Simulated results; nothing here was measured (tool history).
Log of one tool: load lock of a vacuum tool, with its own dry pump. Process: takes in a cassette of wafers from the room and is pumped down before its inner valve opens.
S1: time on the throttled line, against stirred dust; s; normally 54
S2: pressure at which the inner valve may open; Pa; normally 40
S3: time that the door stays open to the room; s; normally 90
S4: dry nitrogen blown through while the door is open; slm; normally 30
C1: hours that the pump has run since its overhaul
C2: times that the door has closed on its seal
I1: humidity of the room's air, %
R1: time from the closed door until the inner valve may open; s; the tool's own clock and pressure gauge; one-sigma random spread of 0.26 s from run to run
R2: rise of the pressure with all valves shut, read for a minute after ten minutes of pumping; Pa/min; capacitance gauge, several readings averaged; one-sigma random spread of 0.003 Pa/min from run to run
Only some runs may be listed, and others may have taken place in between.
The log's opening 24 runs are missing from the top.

| run | hour | S1 | S2 | S3 | S4 | C1 | C2 | I1 | R1 | R2 |
|---|---|---|---|---|---|---|---|---|---|---|
| 25 | 3563.2 | 48 | 45 | 51 | 7 | 9090 | 21272 | 49.2 | 69.4 | 0.064 |
| 26 | 3662.8 | 48 | 45 | 51 | 7 | 9190 | 21644 | 44.2 | 70.2 | 0.058 |
| 27 | 3744.6 | 52 | 44 | 39 | 29 | 9272 | 21950 | 43 | 73.7 | 0.031 |
| 28 | 3896.6 | 52 | 44 | 189 | 12 | 9424 | 22518 | 46.7 | 73.4 | 0.093 |
| 29 | 3976.2 | 52 | 65 | 189 | 12 | 9503 | 22816 | 43.9 | 71.8 | 0.09 |
| 30 | 4073.4 | 57 | 37 | 90 | 20 | 9601 | 23179 | 42.6 | 78.3 | 0.052 |
| 31 | 4250.3 | 57 | 37 | 90 | 20 | 9778 | 23840 | 45 | 78.6 | 0.051 |
| 32 | 4430.7 | 54 | 61 | 90 | 30 | 9958 | 24514 | 41.9 | 74.1 | 0.042 |
| 33 | 4624.4 | 54 | 61 | 90 | 30 | 10152 | 25238 | 44.1 | 73.9 | 0.049 |
| 34 | 4744.3 | 39 | 51 | 86 | 9 | 10272 | 25686 | 50.8 | 62.2 | 0.084 |
| 35 | 4903.1 | 39 | 39 | 48 | 9 | 10430 | 26280 | 48.3 | 63.4 | 0.057 |
| 36 | 5065.2 | 107 | 54 | 57 | 5 | 10592 | 26885 | 43.5 | 118.1 | 0.06 |

3 options for the next run, each taken on its own from the tool as it stands now. Forecast them:
| A | 5174.1 | 61 | 63 | 57 | 5 | 10701 | 27293 | 49.3 | ? | ? |
| B | 5174.1 | 31 | 40 | 90 | 30 | 10701 | 27293 | 45.1 | ? | ? |
| C | 5174.1 | 54 | 41 | 68 | 9 | 10701 | 27293 | 43.7 | ? | ? |

| run | R1 | R2 |
|---|---|---|
| A | 79.7 | 0.071 |
| B | 56.7 | 0.05 |
| C | 75.6 | 0.062 |
With the hidden condition removed and each run's random variation left untouched, the same runs would have given:
| run | R1 | R2 |
|---|---|---|
| A | 79.7 | 0.071 |
| B | 56.7 | 0.049 |
| C | 75.6 | 0.062 |
